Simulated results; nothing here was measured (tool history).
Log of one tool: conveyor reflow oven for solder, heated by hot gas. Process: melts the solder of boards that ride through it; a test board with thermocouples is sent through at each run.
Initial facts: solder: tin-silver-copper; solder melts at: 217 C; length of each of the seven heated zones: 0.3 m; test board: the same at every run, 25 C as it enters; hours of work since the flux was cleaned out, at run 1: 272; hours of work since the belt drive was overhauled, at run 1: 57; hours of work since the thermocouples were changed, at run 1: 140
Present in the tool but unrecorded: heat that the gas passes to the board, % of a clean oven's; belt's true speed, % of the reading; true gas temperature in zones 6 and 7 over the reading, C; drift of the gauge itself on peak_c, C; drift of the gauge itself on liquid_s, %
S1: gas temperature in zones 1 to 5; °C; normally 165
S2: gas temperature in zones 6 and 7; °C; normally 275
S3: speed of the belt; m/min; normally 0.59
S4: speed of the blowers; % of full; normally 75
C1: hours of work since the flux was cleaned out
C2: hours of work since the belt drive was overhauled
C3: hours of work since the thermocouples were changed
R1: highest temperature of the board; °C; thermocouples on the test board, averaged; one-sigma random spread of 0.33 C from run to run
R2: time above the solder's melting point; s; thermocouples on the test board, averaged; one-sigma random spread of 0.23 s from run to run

| run | hour | S1 | S2 | S3 | S4 | C1 | C2 | C3 | R1 | R2 |
|---|---|---|---|---|---|---|---|---|---|---|
| 1 | 0 | 165 | 275 | 0.59 | 75 | 272 | 57 | 140 | 257.6 | 46.4 |
| 2 | 13.3 | 165 | 275 | 0.59 | 75 | 281 | 66 | 149 | 257.3 | 46.5 |
| 3 | 27.4 | 165 | 275 | 0.59 | 75 | 291 | 76 | 159 | 257.6 | 46.5 |
| 4 | 35 | 165 | 275 | 0.59 | 75 | 296 | 81 | 164 | 258.1 | 46.4 |
| 5 | 52 | 165 | 275 | 0.59 | 75 | 307 | 93 | 175 | 257.7 | 46.1 |
| 6 | 60.7 | 165 | 275 | 0.59 | 75 | 313 | 99 | 181 | 258 | 46.4 |
| 7 | 68.6 | 165 | 285 | 0.59 | 75 | 319 | 104 | 187 | 266.4 | 50.4 |
| 8 | 81.3 | 165 | 285 | 0.59 | 75 | 327 | 113 | 195 | 266.8 | 50.1 |
| 9 | 99 | 165 | 275 | 0.59 | 75 | 339 | 125 | 207 | 257.2 | 46.1 |
| 10 | 106.9 | 165 | 275 | 0.59 | 75 | 345 | 130 | 213 | 257.7 | 46 |
| 11 | 119.9 | 165 | 275 | 0.59 | 82 | 354 | 139 | 222 | 259 | 47.3 |
| 12 | 132.4 | 165 | 275 | 0.59 | 82 | 362 | 148 | 230 | 259.1 | 46.8 |
| 13 | 142.2 | 164 | 275 | 0.59 | 82 | 369 | 154 | 237 | 259 | 47.1 |
| 14 | 154.4 | 151 | 275 | 0.56 | 75 | 377 | 163 | 245 | 257.7 | 45.6 |
| 15 | 167.4 | 170 | 282 | 0.473 | 86 | 386 | 172 | 254 | 273.5 | 68.6 |
| 16 | 179.2 | 155 | 282 | 0.473 | 58 | 394 | 180 | 262 | 264.8 | 59.6 |
| 17 | 192.5 | 169 | 282 | 0.671 | 85 | 403 | 189 | 271 | 263.2 | 43.2 |
| 18 | 209.9 | 165 | 273 | 0.59 | 59 | 415 | 201 | 283 | 250.2 | 41.4 |
| 19 | 221.1 | 165 | 273 | 0.59 | 59 | 423 | 208 | 291 | 250.9 | 41.2 |
| 20 | 232.4 | 165 | 273 | 0.59 | 59 | 431 | 216 | 299 | 250.2 | 41.6 |
| 21 | 241.6 | 165 | 273 | 0.59 | 59 | 437 | 222 | 305 | 250.5 | 41.4 |
| 22 | 253 | 152 | 275 | 0.682 | 75 | 445 | 230 | 313 | 249.2 | 32.8 |
| 23 | 265.2 | 152 | 275 | 0.682 | 75 | 453 | 238 | 321 | 249 | 32.2 |
| 24 | 280 | 174 | 266 | 0.59 | 57 | 463 | 249 | 331 | 245.5 | 40.3 |
| 25 | 294.9 | 157 | 274 | 0.561 | 51 | 473 | 259 | 341 | 247.9 | 39.4 |
| 26 | 302.3 | 155 | 275 | 0.678 | 65 | 478 | 264 | 346 | 245.9 | 30.5 |

4 ways to go on from here, each from the tool as it stands after run 26. What would each give?
|  | 311.9 | flux residue cleaned out of gas plates and filters |
| A | 316 | 179 | 275 | 0.59 | 75 | 3 | 270 | 352 | ? | ? |
|  | 311.9 | flux residue cleaned out of gas plates and filters |
| B | 316 | 179 | 275 | 0.678 | 65 | 3 | 270 | 352 | ? | ? |
|  | 311.9 | flux residue cleaned out of gas plates and filters |
| C | 316 | 167 | 276 | 0.69 | 65 | 3 | 270 | 352 | ? | ? |
|  | 311.9 | flux residue cleaned out of gas plates and filters |
| D | 316 | 155 | 275 | 0.686 | 68 | 3 | 270 | 352 | ? | ? |

| run | R1 | R2 |
|---|---|---|
| A | 260 | 51.2 |
| B | 251.7 | 39.8 |
| C | 249.3 | 34.7 |
| D | 247.2 | 31.5 |
Without the tool's unlogged condition, the same runs would have read:
| run | R1 | R2 |
|---|---|---|
| A | 259.9 | 51.1 |
| B | 251.6 | 39.8 |
| C | 249.2 | 34.7 |
| D | 247.1 | 31.4 |

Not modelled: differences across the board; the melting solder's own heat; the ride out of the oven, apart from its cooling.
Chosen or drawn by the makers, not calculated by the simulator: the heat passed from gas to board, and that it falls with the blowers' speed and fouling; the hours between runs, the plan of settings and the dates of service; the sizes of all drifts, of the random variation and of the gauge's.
